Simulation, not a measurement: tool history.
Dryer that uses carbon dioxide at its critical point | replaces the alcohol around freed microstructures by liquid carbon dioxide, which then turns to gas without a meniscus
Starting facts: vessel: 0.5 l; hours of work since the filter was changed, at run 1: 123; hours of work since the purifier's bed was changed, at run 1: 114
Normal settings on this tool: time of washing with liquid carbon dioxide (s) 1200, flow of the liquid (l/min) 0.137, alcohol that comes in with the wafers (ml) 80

run    day  time of washing with liquid carbon dioxide (s)  flow of the liquid (l/min)  alcohol that comes in with the wafers (ml)  hours of work since the filter was changed  hours of work since the purifier's bed was changed  alcohol left in the vessel before it's heated (ppm by volume)
  1      0                                            1200                       0.137                                          80                                         123                                                 114                                                            873
  2  0.396                                            1200                       0.137                                          80                                         130                                                 120                                                            902
  3  0.638                                            1200                       0.137                                          80                                         133                                                 124                                                            927
  4  1.025                                            1200                       0.137                                          80                                         139                                                 130                                                            912
  5  1.354                                            1200                       0.137                                          80                                         144                                                 135                                                            936
  6    1.6                                            1200                       0.137                                          80                                         148                                                 139                                                            933

Expected results for the next run?
  7  1.929                                            1200                       0.163                                          80                                         153                                                 144                                                              ?

{"run 7": {"alcohol left in the vessel before it's heated (ppm by volume)": 367}}
Without the tool's hidden state the same run would have given alcohol left in the vessel before it's heated (ppm by volume) 251.
